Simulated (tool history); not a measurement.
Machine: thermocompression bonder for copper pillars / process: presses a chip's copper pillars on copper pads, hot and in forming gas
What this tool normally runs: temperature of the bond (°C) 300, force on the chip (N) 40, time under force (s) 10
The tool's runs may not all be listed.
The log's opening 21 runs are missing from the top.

run     day  temperature of the bond (°C)  force on the chip (N)  time under force (s)  force that shears a chip off (N)
 22  14.296                           317                     37                    12                              90.4
     14.425  -- heater calibrated with a thermocouple chip
 23  15.008                           276                     28                    10                              50.3
 24  15.896                           314                     43                     8                              96.2
     16.446  -- force cell calibrated, once more
 25  16.842                           283                     43                    15                              87.5
 26  17.425                           300                     38                    14                                89
 27  18.071                           273                     34                     6                              47.3
 28  18.683                           329                     35                    10                              90.4
 29  19.104                           313                     35                    14                              92.3
 30  20.038                           301                     45                    14                              98.8
 31  20.558                           298                     36                    18                              91.3
 32  21.183                           298                     36                    18                              89.4
 33  22.146                           297                     57                    27                             117.5
 34  22.767                           305                     54                    15                             109.6
 35  23.721                           281                     25                    10                              43.1
 36  24.338                           313                     40                     5                              73.7
 37  24.958                           313                     40                     5                              72.5
 38  25.858                           329                     26                     6                              58.7
 39  26.796                           307                     38                    10                              82.3
 40  27.758                           300                     33                    12                                75

Below are 4 alternative next runs, each starting from the tool's condition after run 40. Predict each:
  A  28.488                           325                     53                    12                                 ?
  B  28.488                           329                     26                     6                                 ?
  C  28.488                           279                     47                    10                                 ?
  D  28.488                           300                     25                    10                                 ?

run  force that shears a chip off (N)
  A                             113.8
  B                              60.7
  C                              77.8
  D                              52.9
Without the tool's hidden state the same runs would have given:
run  force that shears a chip off (N)
  A                             118.7
  B                              63.6
  C                              81.7
  D                              55.6
